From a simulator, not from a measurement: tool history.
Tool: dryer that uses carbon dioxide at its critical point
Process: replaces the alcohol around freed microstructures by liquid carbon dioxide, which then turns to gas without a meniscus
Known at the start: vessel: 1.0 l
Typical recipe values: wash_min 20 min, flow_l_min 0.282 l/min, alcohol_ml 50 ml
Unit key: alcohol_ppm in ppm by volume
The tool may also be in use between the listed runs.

run 1 day=0.000 | wash_min=20 flow_l_min=0.282 alcohol_ml=50 | alcohol_ppm=658
run 2 day=0.250 | wash_min=20 flow_l_min=0.282 alcohol_ml=50 | alcohol_ppm=649
run 3 day=0.533 | wash_min=20 flow_l_min=0.282 alcohol_ml=24 | alcohol_ppm=326
run 4 day=0.808 | wash_min=20 flow_l_min=0.282 alcohol_ml=24 | alcohol_ppm=346
run 5 day=1.229 | wash_min=20 flow_l_min=0.282 alcohol_ml=24 | alcohol_ppm=350
run 6 day=1.525 | wash_min=20 flow_l_min=0.334 alcohol_ml=27 | alcohol_ppm=207
run 7 day=1.938 | wash_min=20 flow_l_min=0.334 alcohol_ml=27 | alcohol_ppm=222
run 8 day=2.208 | wash_min=27 flow_l_min=0.178 alcohol_ml=45 | alcohol_ppm=1128
run 9 day=2.617 | wash_min=21 flow_l_min=0.287 alcohol_ml=45 | alcohol_ppm=518
run 10 day=2.942 | wash_min=21 flow_l_min=0.287 alcohol_ml=45 | alcohol_ppm=530

Below, each run's measurement less what the same run would have read without the hidden state. Both values contain the same run-to-run variation, but the gauge's scatter may not be the same in both:
Hidden state at play: flow that reaches the vessel past the clogged filter, %; alcohol in the recycled carbon dioxide, ppm; drift of the gauge itself on alcohol_ppm, %.
run=1 alcohol_ppm=+334
run=2 alcohol_ppm=+335
run=3 alcohol_ppm=+185
run=4 alcohol_ppm=+194
run=5 alcohol_ppm=+199
run=6 alcohol_ppm=+137
run=7 alcohol_ppm=+148
run=8 alcohol_ppm=+574
run=9 alcohol_ppm=+317
run=10 alcohol_ppm=+327
